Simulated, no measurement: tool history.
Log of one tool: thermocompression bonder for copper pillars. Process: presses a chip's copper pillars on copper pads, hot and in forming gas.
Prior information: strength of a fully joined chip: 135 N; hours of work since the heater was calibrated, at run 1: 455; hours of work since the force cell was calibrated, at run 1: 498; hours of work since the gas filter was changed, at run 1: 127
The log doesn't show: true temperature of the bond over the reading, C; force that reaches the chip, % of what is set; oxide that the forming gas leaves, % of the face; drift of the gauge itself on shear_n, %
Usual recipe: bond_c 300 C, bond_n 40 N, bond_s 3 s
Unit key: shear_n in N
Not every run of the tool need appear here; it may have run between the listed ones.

run	hour	bond_c	bond_n	bond_s	hours of work since the heater was calibrated	hours of work since the force cell was calibrated	hours of work since the gas filter was changed	shear_n
1	0.0	300	40	3	455	498	127	57.8
2	8.8	300	40	3	460	504	133	58.3
3	24.7	300	40	3	470	514	143	57.3
4	40.2	300	40	3	480	524	153	58.4
5	55.3	300	40	3	490	533	163	57.5
6	67.1	300	40	3	498	541	170	57.8
# hour 70.2: force cell calibrated
# hour 77.0: heater calibrated with a thermocouple chip
7	83.3	300	40	3	4	7	178	61.3
8	93.9	300	40	3	11	14	185	59.7

Run 9 comes next. What will it give?
# hour 105.6: force cell calibrated, once more
9	109.1	300	45	3	20	2	194	?

shear_n: 63.8 N
On a tool with no hidden condition, and with the same random variation, this run would have come out at shear_n 65.8 N.
